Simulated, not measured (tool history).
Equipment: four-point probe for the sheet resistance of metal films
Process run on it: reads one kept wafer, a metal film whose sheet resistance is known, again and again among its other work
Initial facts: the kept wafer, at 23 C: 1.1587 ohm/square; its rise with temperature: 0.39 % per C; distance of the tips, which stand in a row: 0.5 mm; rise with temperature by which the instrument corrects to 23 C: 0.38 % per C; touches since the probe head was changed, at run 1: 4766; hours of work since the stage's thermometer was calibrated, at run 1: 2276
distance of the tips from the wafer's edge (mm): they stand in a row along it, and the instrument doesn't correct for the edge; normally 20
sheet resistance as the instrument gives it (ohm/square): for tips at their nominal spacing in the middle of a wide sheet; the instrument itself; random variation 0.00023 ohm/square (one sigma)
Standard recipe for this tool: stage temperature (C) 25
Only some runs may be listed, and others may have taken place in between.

| run | hour | stage temperature (C) | distance of the tips from the wafer's edge (mm) | touches since the probe head was changed | hours of work since the stage's thermometer was calibrated | sheet resistance as the instrument gives it (ohm/square) |
|---|---|---|---|---|---|---|
| 1 | 0 | 25 | 20 | 4766 | 2276 | 1.157711 |
| 2 | 41.7 | 25 | 20 | 5202 | 2293 | 1.157699 |
| 3 | 90.3 | 25 | 20 | 5710 | 2313 | 1.15776 |
| 4 | 121.5 | 25 | 20 | 6037 | 2326 | 1.157973 |
| 5 | 163.3 | 25 | 20 | 6474 | 2343 | 1.157635 |
| 6 | 192.3 | 25 | 20 | 6777 | 2355 | 1.157492 |
| 7 | 243.7 | 25 | 14 | 7314 | 2377 | 1.157714 |
|  | 255.5 | stage's thermometer calibrated |
| 8 | 286.3 | 25 | 22 | 7755 | 13 | 1.157203 |
| 9 | 339.9 | 25 | 22 | 8316 | 35 | 1.156461 |
|  | 370 | stage's thermometer calibrated, once more |
| 10 | 403.5 | 25 | 20 | 8975 | 14 | 1.158837 |
| 11 | 443.2 | 25 | 20 | 9391 | 30 | 1.158672 |
| 12 | 480.3 | 25 | 20 | 9779 | 45 | 1.158742 |
| 13 | 508.5 | 25 | 20 | 10074 | 57 | 1.15853 |
| 14 | 546.5 | 25 | 20 | 10470 | 73 | 1.158483 |
| 15 | 600 | 28 | 19 | 11030 | 95 | 1.158951 |
| 16 | 659.7 | 32 | 7 | 11654 | 119 | 1.162155 |
| 17 | 712.6 | 34 | 4 | 12208 | 141 | 1.168348 |
| 18 | 739.7 | 20 | 6 | 12491 | 152 | 1.162242 |
| 19 | 779.4 | 20 | 6 | 12907 | 169 | 1.162025 |
| 20 | 827.5 | 22 | 5 | 13410 | 189 | 1.164047 |
| 21 | 876.2 | 22 | 5 | 13919 | 209 | 1.163528 |
| 22 | 920.1 | 27 | 15 | 14377 | 227 | 1.158889 |
| 23 | 971.7 | 34 | 42 | 14917 | 248 | 1.158486 |
| 24 | 1021.1 | 29 | 8 | 15434 | 268 | 1.160606 |
| 25 | 1067.9 | 31 | 13 | 15924 | 288 | 1.159383 |
| 26 | 1094.8 | 22 | 20 | 16205 | 299 | 1.157875 |
| 27 | 1142.5 | 22 | 20 | 16704 | 319 | 1.157762 |

Entry by entry between the runs, the difference in hidden state between the last listed run before and the first listed run after:
Logged between run 7 and run 8: stage's thermometer calibrated (hour 255.5)
  inner tips' distance over the nominal, %: -0.006 -> -0.009; wafer's true temperature over the reading, C: -0.39 -> -0.46
  measured less the result without the state, sheet resistance as the instrument gives it (ohm/square): -0.001803 -> -0.00215
Logged between run 9 and run 10: stage's thermometer calibrated, once more (hour 370)
  inner tips' distance over the nominal, %: -0.012 -> -0.016; tips' flats over new ones', %: 2 -> 3; wafer's true temperature over the reading, C: -0.46 -> -0.05
  measured less the result without the state, sheet resistance as the instrument gives it (ohm/square): -0.002212 -> -0.000405
